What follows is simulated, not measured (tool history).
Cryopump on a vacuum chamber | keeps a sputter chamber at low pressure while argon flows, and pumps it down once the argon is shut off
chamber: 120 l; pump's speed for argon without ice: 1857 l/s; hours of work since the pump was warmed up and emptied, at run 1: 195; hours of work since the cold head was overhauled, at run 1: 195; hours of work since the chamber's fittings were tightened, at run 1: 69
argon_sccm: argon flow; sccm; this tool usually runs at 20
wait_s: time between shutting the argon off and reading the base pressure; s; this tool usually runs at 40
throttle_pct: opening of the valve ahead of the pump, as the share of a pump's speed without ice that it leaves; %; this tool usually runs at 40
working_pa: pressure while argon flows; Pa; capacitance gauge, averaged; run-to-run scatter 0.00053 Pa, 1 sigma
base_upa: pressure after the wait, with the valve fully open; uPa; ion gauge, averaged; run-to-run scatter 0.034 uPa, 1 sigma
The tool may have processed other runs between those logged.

| run | day | argon_sccm | wait_s | throttle_pct | hours of work since the pump was warmed up and emptied | hours of work since the cold head was overhauled | hours of work since the chamber's fittings were tightened | working_pa | base_upa |
|---|---|---|---|---|---|---|---|---|---|
| 1 | 0.000 | 20 | 40 | 40 | 195 | 195 | 69 | 0.0479 | 1.89 |
| 2 | 0.412 | 28 | 40 | 40 | 200 | 200 | 74 | 0.0663 | 1.95 |
| 3 | 0.879 | 28 | 40 | 17 | 205 | 205 | 79 | 0.1536 | 1.89 |
| 4 | 1.458 | 20 | 40 | 40 | 212 | 212 | 86 | 0.0473 | 1.86 |
| 5 | 1.850 | 20 | 40 | 40 | 216 | 216 | 90 | 0.0469 | 1.94 |
| 6 | 2.192 | 20 | 40 | 40 | 220 | 220 | 94 | 0.0474 | 1.96 |
| 7 | 2.821 | 20 | 40 | 40 | 227 | 227 | 101 | 0.0483 | 1.98 |
| 8 | 3.175 | 20 | 63 | 51 | 231 | 231 | 105 | 0.0381 | 1.34 |
| 9 | 3.708 | 34 | 243 | 25 | 237 | 237 | 111 | 0.1274 | 0.57 |
| 10 | 4.125 | 11 | 243 | 57 | 242 | 242 | 116 | 0.0191 | 0.54 |

What does the tool deliver on the next run?
| 11 | 4.388 | 13 | 200 | 47 | 245 | 245 | 119 | ? | ? |

Run 11 yielded working_pa 0.0267 Pa, base_upa 0.68 uPa.
On a tool with no hidden condition, and with the same random variation, this run would have come out at working_pa 0.0252 Pa, base_upa 0.55 uPa.
